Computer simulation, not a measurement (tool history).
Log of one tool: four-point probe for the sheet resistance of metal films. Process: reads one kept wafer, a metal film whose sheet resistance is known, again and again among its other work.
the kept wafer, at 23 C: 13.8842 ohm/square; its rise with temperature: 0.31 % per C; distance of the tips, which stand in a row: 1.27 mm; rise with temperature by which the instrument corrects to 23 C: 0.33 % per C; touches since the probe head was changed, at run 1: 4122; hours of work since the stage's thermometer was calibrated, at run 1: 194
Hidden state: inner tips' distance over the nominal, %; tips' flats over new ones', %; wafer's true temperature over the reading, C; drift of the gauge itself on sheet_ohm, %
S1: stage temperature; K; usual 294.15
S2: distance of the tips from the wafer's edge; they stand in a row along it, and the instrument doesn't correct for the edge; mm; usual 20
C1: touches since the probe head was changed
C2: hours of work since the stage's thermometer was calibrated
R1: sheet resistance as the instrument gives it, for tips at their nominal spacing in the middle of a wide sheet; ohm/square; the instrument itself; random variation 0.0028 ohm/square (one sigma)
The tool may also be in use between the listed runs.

Run 1, hour 0.0: usual settings; C1 4122; C2 194. Result: R1 13.839543 ohm/square.
Run 2, hour 16.9: usual settings; C1 5219; C2 206. Result: R1 13.831892 ohm/square.
Run 3, hour 30.9: usual settings; C1 6128; C2 217. Result: R1 13.830534 ohm/square.
Run 4, hour 40.8: usual settings; C1 6766; C2 224. Result: R1 13.830623 ohm/square.
Run 5, hour 58.5: usual settings; C1 7912; C2 237. Result: R1 13.828411 ohm/square.
At hour 59.8: stage's thermometer calibrated.
Run 6, hour 76.7: usual settings; C1 9063; C2 13. Result: R1 13.821231 ohm/square.
Run 7, hour 85.1: usual settings but S2 37 mm; C1 9609; C2 19. Result: R1 13.799331 ohm/square.
Run 8, hour 98.1: usual settings but S1 297.15 K, S2 29 mm; C1 10448; C2 28. Result: R1 13.796831 ohm/square.
Run 9, hour 110.3: usual settings but S1 297.15 K, S2 7 mm; C1 11237; C2 37. Result: R1 14.028194 ohm/square.
Run 10, hour 127.8: usual settings but S1 297.15 K, S2 7 mm; C1 12371; C2 50. Result: R1 14.016577 ohm/square.
Run 11, hour 138.3: usual settings but S1 305.15 K, S2 12 mm; C1 13056; C2 58. Result: R1 13.837370 ohm/square.

4 ways to go on from here, each from the tool as it stands after run 11. What would each give?
At hour 144.0: stage's thermometer calibrated, once more.
Run A, hour 151.0: usual settings but S1 292.15 K, S2 3 mm; C1 13843; C2 5. Result: R1 ?.
At hour 144.0: stage's thermometer calibrated, once more.
Run B, hour 151.0: usual settings but S2 23 mm; C1 13843; C2 5. Result: R1 ?.
At hour 144.0: stage's thermometer calibrated, once more.
Run C, hour 151.0: usual settings but S1 305.15 K, S2 23 mm; C1 13843; C2 5. Result: R1 ?.
At hour 144.0: stage's thermometer calibrated, once more.
Run D, hour 151.0: usual settings but S1 303.15 K, S2 12 mm; C1 13843; C2 5. Result: R1 ?.

run         R1
  A  14.982325
  B  13.801192
  C  13.769402
  D  13.830640
Without the tool's hidden state the same runs would have given:
run         R1
  A  15.106804
  B  13.916692
  C  13.884625
  D  13.946339

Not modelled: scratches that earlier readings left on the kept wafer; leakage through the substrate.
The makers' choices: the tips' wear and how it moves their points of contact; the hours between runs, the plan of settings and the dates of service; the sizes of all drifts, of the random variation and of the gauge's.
